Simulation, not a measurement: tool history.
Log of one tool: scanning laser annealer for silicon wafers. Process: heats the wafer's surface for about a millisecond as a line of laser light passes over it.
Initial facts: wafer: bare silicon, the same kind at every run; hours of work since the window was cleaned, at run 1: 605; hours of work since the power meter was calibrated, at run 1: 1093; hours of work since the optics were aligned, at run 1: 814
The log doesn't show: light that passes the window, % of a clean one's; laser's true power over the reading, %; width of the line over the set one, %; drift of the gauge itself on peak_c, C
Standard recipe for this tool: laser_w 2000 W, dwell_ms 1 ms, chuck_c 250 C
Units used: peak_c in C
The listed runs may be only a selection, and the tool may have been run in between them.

run    hour  laser_w  dwell_ms  chuck_c  hours of work since the window was cleaned  hours of work since the power meter was calibrated  hours of work since the optics were aligned  peak_c
  1       0     2000         1      250                                         605                                                1093                                          814    1053
  2    31.8     2000         1      250                                         621                                                1110                                          830    1053
  3    77.2     2000         1      250                                         644                                                1133                                          854    1048
  4   136.3     2000         1      250                                         675                                                1163                                          884    1050
  5   195.7     2000       1.2      250                                         705                                                1194                                          914    1135
  6   222.2     2000         1      250                                         719                                                1207                                          928    1047
  7   275.3     2000         1      250                                         746                                                1235                                          955    1047
  8   329.4     2000         1      250                                         774                                                1262                                          983    1041
  9   371.2     2000         1      250                                         795                                                1284                                         1005    1040
 10   428.8     2000         1      250                                         825                                                1314                                         1034    1042
      442.7  -- window over the wafer cleaned
 11   461.6     2000         1      250                                          10                                                1329                                         1050    1074
 12   498.1     2000         1      250                                          28                                                1348                                         1069    1070
 13   558.7     2000         1      269                                          60                                                1379                                         1100    1088
 14   598.7     2000         1      269                                          80                                                1400                                         1120    1087
      608.5  -- optics aligned, line set to its width
 15   652.7     2000         1      250                                         105                                                1425                                           23    1062
 16     684     2000         1      250                                         121                                                1441                                           39    1059
 17   713.1     2000         1      250                                         136                                                1456                                           54    1063
 18   752.4     2000         1      250                                         157                                                1476                                           74    1060
 19   802.1     2000         1      250                                         182                                                1502                                           99    1061
      858.2  -- optics aligned, line set to its width, once more
 20   865.7     2000      1.18      250                                         212                                                1532                                            4    1161
 21     907     2000      1.18      250                                         233                                                1553                                           25    1163
 22   936.9     2131      0.87      254                                         249                                                1568                                           40    1082
 23   983.2     2054      0.82      254                                         272                                                1592                                           64    1014
 24  1028.5     2015      1.05      211                                         296                                                1615                                           88    1067
 25  1083.6     2015      1.05      211                                         324                                                1644                                          116    1064
 26  1134.1     2059      1.21      249                                         350                                                1670                                          142    1199
 27  1192.7     2059      1.21      249                                         380                                                1700                                          172    1199
 28  1234.8     2059      1.21      249                                         402                                                1721                                          193    1198
 29  1267.9     2059      1.21      249                                         419                                                1738                                          210    1200
 30  1322.6     1999      1.02      281                                         447                                                1767                                          239    1102
 31  1361.2     1885      1.23      210                                         467                                                1786                                          258    1062
 32  1395.9     1914      0.92      211                                         485                                                1804                                          276     940
 33  1435.5     2000         1      210                                         505                                                1825                                          297    1022
 34  1487.7     2000         1      210                                         532                                                1851                                          323    1015
 35  1547.3     1771      0.86      243                                         562                                                1882                                          354     878
 36  1573.8     1754       0.8      283                                         576                                                1896                                          368     880
 37  1616.2     1929      0.85      224                                         598                                                1917                                          389     922
 38  1674.1     1810      1.13      234                                         627                                                1947                                          419     995
 39  1700.6     1810      1.13      234                                         641                                                1961                                          433     993
 40  1754.1     2000      0.87      250                                         669                                                1988                                          460     988
 41  1808.2     1858      0.87      286                                         696                                                2016                                          488     957

For each entry between runs, how does the tool's hidden state at the last listed run before it compare with that at the first listed run after it?
After run 10, before run 11: window over the wafer cleaned (hour 442.7)
  light that passes the window, % of a clean one's: 96.46 -> 99.72; width of the line over the set one, %: 3.08 -> 3.12
  the result without the hidden state subtracted from the measured one, peak_c: -58 -> -25 C
After run 14, before run 15: optics aligned, line set to its width (hour 608.5)
  light that passes the window, % of a clean one's: 99.44 -> 99.34; laser's true power over the reading, %: -0.47 -> -0.48; width of the line over the set one, %: 3.31 -> 4
  the result without the hidden state subtracted from the measured one, peak_c: -30 -> -34 C
After run 19, before run 20: optics aligned, line set to its width, once more (hour 858.2)
  light that passes the window, % of a clean one's: 99.03 -> 98.91; laser's true power over the reading, %: -0.51 -> -0.53; width of the line over the set one, %: 4.21 -> 0.32
  the result without the hidden state subtracted from the measured one, peak_c: -38 -> -21 C
